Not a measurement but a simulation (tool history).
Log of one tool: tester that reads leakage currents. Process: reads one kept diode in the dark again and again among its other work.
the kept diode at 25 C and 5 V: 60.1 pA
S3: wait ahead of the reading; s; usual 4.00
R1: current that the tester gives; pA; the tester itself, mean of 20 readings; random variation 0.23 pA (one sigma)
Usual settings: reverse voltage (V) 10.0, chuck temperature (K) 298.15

{"run": 1, "hour": 0.0, "reverse voltage (V)": 10.0, "chuck temperature (K)": 298.15, "S3": 4.0, "R1": 76.29}
{"run": 2, "hour": 58.7, "reverse voltage (V)": 10.0, "chuck temperature (K)": 298.15, "S3": 4.0, "R1": 76.32}
{"run": 3, "hour": 127.1, "reverse voltage (V)": 10.0, "chuck temperature (K)": 298.15, "S3": 4.0, "R1": 76.0}
{"run": 4, "hour": 181.1, "reverse voltage (V)": 10.0, "chuck temperature (K)": 298.15, "S3": 0.95, "R1": 77.13}
{"run": 5, "hour": 259.9, "reverse voltage (V)": 10.0, "chuck temperature (K)": 298.15, "S3": 0.95, "R1": 77.31}
{"run": 6, "hour": 304.2, "reverse voltage (V)": 10.0, "chuck temperature (K)": 298.15, "S3": 0.95, "R1": 77.57}
{"run": 7, "hour": 345.1, "reverse voltage (V)": 10.0, "chuck temperature (K)": 298.15, "S3": 0.95, "R1": 77.08}
{"hour": 389.5, "done": "chuck's temperature calibrated"}
{"run": 8, "hour": 417.9, "reverse voltage (V)": 10.0, "chuck temperature (K)": 298.15, "S3": 0.95, "R1": 77.72}
{"run": 9, "hour": 480.3, "reverse voltage (V)": 10.0, "chuck temperature (K)": 298.15, "S3": 4.0, "R1": 76.36}
{"run": 10, "hour": 517.9, "reverse voltage (V)": 10.0, "chuck temperature (K)": 298.15, "S3": 4.0, "R1": 76.24}
{"run": 11, "hour": 593.9, "reverse voltage (V)": 18.4, "chuck temperature (K)": 298.15, "S3": 3.61, "R1": 94.1}
{"run": 12, "hour": 646.8, "reverse voltage (V)": 10.0, "chuck temperature (K)": 298.15, "S3": 1.57, "R1": 76.85}
{"run": 13, "hour": 683.5, "reverse voltage (V)": 10.0, "chuck temperature (K)": 302.15, "S3": 2.93, "R1": 111.7}
{"run": 14, "hour": 742.2, "reverse voltage (V)": 1.4, "chuck temperature (K)": 306.15, "S3": 5.45, "R1": 82.05}
{"run": 15, "hour": 822.2, "reverse voltage (V)": 13.7, "chuck temperature (K)": 296.15, "S3": 4.0, "R1": 70.44}
{"run": 16, "hour": 891.7, "reverse voltage (V)": 17.3, "chuck temperature (K)": 332.15, "S3": 1.07, "R1": 1664.97}
{"run": 17, "hour": 971.1, "reverse voltage (V)": 17.3, "chuck temperature (K)": 332.15, "S3": 1.07, "R1": 1663.57}
{"run": 18, "hour": 1050.4, "reverse voltage (V)": 13.8, "chuck temperature (K)": 304.15, "S3": 0.43, "R1": 153.39}
{"run": 19, "hour": 1093.4, "reverse voltage (V)": 13.8, "chuck temperature (K)": 304.15, "S3": 0.43, "R1": 152.13}

Measured less the same run without the tool's hidden state. The same run-to-run variation is in both; the gauge's scatter may not be:
The hidden state here: stray current of the dirty probe card, pA a volt; current scale over the true one, %; true chuck temperature over the reading, C; drift of the gauge itself on leakage_pa, %.
run=1 R1=-0.19
run=2 R1=-0.20
run=3 R1=-0.21
run=4 R1=-0.22
run=5 R1=-0.23
run=6 R1=-0.25
run=7 R1=-0.25
run=8 R1=+0.04
run=9 R1=+0.02
run=10 R1=+0.01
run=11 R1=+0.03
run=12 R1=-0.01
run=13 R1=-0.03
run=14 R1=-0.05
run=15 R1=-0.02
run=16 R1=-1.37
run=17 R1=-1.63
run=18 R1=-0.15
run=19 R1=-0.17
